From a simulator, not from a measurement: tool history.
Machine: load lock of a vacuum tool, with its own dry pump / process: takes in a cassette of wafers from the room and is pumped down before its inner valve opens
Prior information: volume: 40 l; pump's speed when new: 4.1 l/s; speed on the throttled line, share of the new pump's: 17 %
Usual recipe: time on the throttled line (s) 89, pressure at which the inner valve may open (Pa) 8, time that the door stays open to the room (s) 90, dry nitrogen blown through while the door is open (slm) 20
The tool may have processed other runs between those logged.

run,hour,time on the throttled line (s),pressure at which the inner valve may open (Pa),time that the door stays open to the room (s),dry nitrogen blown through while the door is open (slm),"incoming humidity of the room's air, %",time from the closed door until the inner valve may open (s),rise of the pressure with all valves shut (Pa/min)
1,0,89,8,90,20,43.9,166.4,0.058
2,293,89,8,90,20,46.6,165.9,0.058
3,576.9,89,8,90,20,48,167.2,0.066
4,812.3,122,8,90,20,45.5,194,0.061
5,981.7,122,8,90,20,47,194.6,0.058
6,1256.9,122,8,90,20,44.6,195.1,0.057
# hour 1410.3: door's seal changed, seat wiped
7,1508.9,122,8,90,20,47.7,193.2,0.056
8,1744.6,122,8,38,20,47,193.2,0.031
9,1923.6,89,9,90,20,43.2,164,0.056
10,2054.5,89,9,90,20,44.2,165.1,0.052
11,2333.6,139,8,90,20,45.9,209.9,0.056
12,2594.6,139,8,90,20,41.2,209.6,0.048
13,2766.8,89,15,90,20,46.6,161.5,0.06
14,2917.6,89,15,90,20,48.9,159,0.059
15,3153.4,89,8,90,7,42.9,166.5,0.077
16,3375.8,89,8,90,20,40.1,167.4,0.043
17,3558.5,47,8,90,20,44.2,131.4,0.052
18,3769.5,47,8,90,20,46.4,131.8,0.063
19,4060.4,89,8,90,20,45,165.8,0.055
20,4361.9,154,15,90,20,42.3,212.5,0.056
21,4626.4,132,10,39,31,47,200.8,0.034
22,4793,89,15,33,5,42.6,161.5,0.047
23,5019.6,63,7,127,25,46.8,145.2,0.063
24,5252.5,63,9,127,4,46,144.6,0.098
25,5390.6,152,7,127,4,46.8,222.7,0.096
26,5675.5,114,10,186,20,45.5,184.5,0.082
27,5940.1,70,10,124,20,44,147.7,0.062
28,6106,70,10,124,20,45.6,147.7,0.074
29,6237.9,143,7,127,12,46.5,212.3,0.077
30,6437,143,7,127,12,42.4,213.3,0.071
31,6656.1,143,7,127,12,47.2,211.2,0.082
32,6930.1,45,7,122,20,46.9,132.9,0.071
# hour 6975.4: door's seal changed, seat wiped
33,7093,45,7,122,17,43.7,131,0.072
34,7279.5,45,7,122,17,43.8,132.1,0.07
35,7549.8,89,10,44,20,41.7,164.7,0.034
36,7833.5,89,7,56,20,44.2,169.3,0.04
37,7988.7,89,14,26,20,44.2,161.2,0.029

Each row is a separate what-if for the run after 37, all from the same tool condition, not one after another. Results?
A,8186.8,60,10,38,20,43.7,?,?
B,8186.8,89,14,26,6,46.9,?,?
C,8186.8,46,8,90,20,47.9,?,?

run,time from the closed door until the inner valve may open (s),rise of the pressure with all valves shut (Pa/min)
A,140.4,0.037
B,160,0.041
C,129.5,0.06
Without the tool's unlogged condition, the same runs would have read:
run,time from the closed door until the inner valve may open (s),rise of the pressure with all valves shut (Pa/min)
A,140.3,0.037
B,160,0.041
C,129.5,0.059
